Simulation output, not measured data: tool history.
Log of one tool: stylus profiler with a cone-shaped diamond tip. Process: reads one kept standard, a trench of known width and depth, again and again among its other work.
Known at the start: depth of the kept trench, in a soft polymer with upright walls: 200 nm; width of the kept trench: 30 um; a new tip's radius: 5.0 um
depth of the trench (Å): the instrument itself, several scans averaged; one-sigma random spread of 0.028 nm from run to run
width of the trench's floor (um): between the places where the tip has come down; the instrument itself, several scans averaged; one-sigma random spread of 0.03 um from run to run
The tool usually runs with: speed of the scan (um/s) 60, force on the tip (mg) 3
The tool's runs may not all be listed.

run    hour  speed of the scan (um/s)  force on the tip (mg)  depth of the trench (Å)  width of the trench's floor (um)
  1       0                        60                      3                   2039.1                             26.97
  2    38.8                        60                      3                   2038.4                             26.95
  3    68.2                        60                      3                   2038.2                             26.92
  4   123.9                        60                      3                   2038.3                             26.94
  5     173                       172                      3                   2037.8                             26.39
  6   217.7                        60                   2.52                   2033.8                             26.86
  7   258.1                        60                   2.52                     2033                             26.85
  8   327.1                        60                   2.52                   2033.2                             26.84
  9   376.2                        60                   2.52                   2032.6                             26.75
 10   412.4                        60                   2.52                   2032.6                             26.74
 11   448.2                        60                   2.52                   2032.9                             26.74
 12   514.5                        60                      3                   2036.5                             26.76
 13   555.6                        60                      3                   2036.5                             26.75
 14   599.6                        60                      3                   2036.2                              26.7
 15   665.9                       135                      3                   2036.4                             26.41
 16   732.5                        56                      3                   2036.1                             26.71
 17   788.5                        60                   7.56                   2068.7                             26.74
 18   825.7                        60                   7.56                   2068.6                             26.77
 19   879.5                        60                   7.56                   2068.4                             26.76
 20   915.8                        23                   2.55                   2031.2                             26.73
 21   971.1                        60                   2.97                   2034.7                             26.56
 22  1020.1                        60                   2.97                     2035                             26.58
 23  1073.7                        34                      3                   2035.1                             26.68
 24  1124.4                        16                      3                   2034.4                             26.73
 25  1169.9                        16                      3                   2034.5                             26.71
     1195.3  -- height scale calibrated on a step standard
 26  1213.3                        16                      3                   2037.5                             26.68
 27  1279.7                        16                      3                   2037.1                             26.68
 28  1309.5                        16                   2.47                   2032.4                              26.7
 29  1367.7                        60                   1.03                   2017.2                             26.24
 30  1435.1                        60                   1.03                   2017.1                             26.26
 31  1465.7                        60                   1.03                   2017.1                             26.25
 32  1524.6                        60                   1.03                   2016.5                             26.26
 33  1556.4                        17                   5.14                   2053.1                             26.52
 34  1589.7                        24                   8.11                   2072.5                              26.6
 35  1633.9                        34                   8.98                   2077.9                             26.55
 36  1685.8                       217                   8.98                   2077.7                             26.02
 37  1750.5                       191                   2.44                   2030.8                             25.59
 38    1803                       228                   8.29                   2072.6                             25.95

Some steps in depth of the trench (Å) between neighbouring runs. How much of each would the tool show without its hidden state too (settings, what came in, random variation), and how much is left for the hidden state, with any gauge scatter that isn't in both results?
The tool's hidden condition here consists of: radius of the tip, um; height scale over the true one, %; drift of the gauge itself on depth_nm, %; drift of the gauge itself on floor_um, %.
Run 7 -> 8: settings left as they were, no log entry in between. depth of the trench (Å) +0.2: hidden state -0.3, all else +0.5.
Run 14 -> 15: speed of the scan (um/s) 60 -> 135. depth of the trench (Å) +0.2: hidden state -0.3, all else +0.5.
Run 19 -> 20: speed of the scan (um/s) 60 -> 23, force on the tip (mg) 7.56 -> 2.55. depth of the trench (Å) -37.2: hidden state -0.1, all else -37.1.
Run 25 -> 26: height scale calibrated on a step standard. depth of the trench (Å) +3: hidden state +3, all else +0.
Run 36 -> 37: speed of the scan (um/s) 217 -> 191, force on the tip (mg) 8.98 -> 2.44. depth of the trench (Å) -46.9: hidden state -0.1, all else -46.8.
Run 37 -> 38: speed of the scan (um/s) 191 -> 228, force on the tip (mg) 2.44 -> 8.29. depth of the trench (Å) +41.8: hidden state -0.2, all else +42.

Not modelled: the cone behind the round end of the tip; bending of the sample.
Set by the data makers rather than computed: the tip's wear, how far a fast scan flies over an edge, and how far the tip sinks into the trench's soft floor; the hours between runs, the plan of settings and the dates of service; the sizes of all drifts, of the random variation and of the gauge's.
